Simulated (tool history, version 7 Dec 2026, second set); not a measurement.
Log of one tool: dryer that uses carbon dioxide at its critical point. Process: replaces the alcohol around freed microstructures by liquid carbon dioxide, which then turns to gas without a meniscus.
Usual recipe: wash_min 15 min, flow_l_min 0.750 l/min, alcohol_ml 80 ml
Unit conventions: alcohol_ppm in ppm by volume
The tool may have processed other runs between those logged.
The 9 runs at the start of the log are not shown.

Run 10, day 21.475: usual settings but alcohol_ml 66 ml. Result: alcohol_ppm 825 ppm by volume.
At day 23.854: purifier's bed changed.
Run 11, day 24.100: usual settings but flow_l_min 0.796 l/min. Result: alcohol_ppm 577 ppm by volume.
Run 12, day 25.596: usual settings but flow_l_min 0.581 l/min. Result: alcohol_ppm 1982 ppm by volume.
Run 13, day 27.938: usual settings but flow_l_min 0.581 l/min. Result: alcohol_ppm 2069 ppm by volume.
Run 14, day 30.288: usual settings but flow_l_min 0.581 l/min. Result: alcohol_ppm 2101 ppm by volume.
At day 32.554: inlet filter changed.
Run 15, day 32.708: usual settings but flow_l_min 0.581 l/min. Result: alcohol_ppm 1842 ppm by volume.
Run 16, day 33.996: usual settings but flow_l_min 0.581 l/min. Result: alcohol_ppm 1872 ppm by volume.
Run 17, day 36.696: usual settings but flow_l_min 0.581 l/min. Result: alcohol_ppm 1923 ppm by volume.
Run 18, day 39.088: usual settings. Result: alcohol_ppm 814 ppm by volume.
Run 19, day 41.804: usual settings. Result: alcohol_ppm 877 ppm by volume.
Run 20, day 43.721: usual settings but alcohol_ml 99 ml. Result: alcohol_ppm 1139 ppm by volume.
At day 45.483: inlet filter changed.
Run 21, day 45.971: usual settings but alcohol_ml 99 ml. Result: alcohol_ppm 907 ppm by volume.
Run 22, day 48.900: usual settings but alcohol_ml 99 ml. Result: alcohol_ppm 968 ppm by volume.
Run 23, day 50.483: usual settings but alcohol_ml 99 ml. Result: alcohol_ppm 1018 ppm by volume.

The next listed run, before its measurement:
Run 24, day 53.404: usual settings but wash_min 10 min, flow_l_min 0.847 l/min, alcohol_ml 73 ml. Result: alcohol_ppm ?.

For run 24 the tool returned alcohol_ppm 1959 ppm by volume.
On a tool with no hidden condition, and with the same random variation, this run would have come out at alcohol_ppm 1639 ppm by volume.
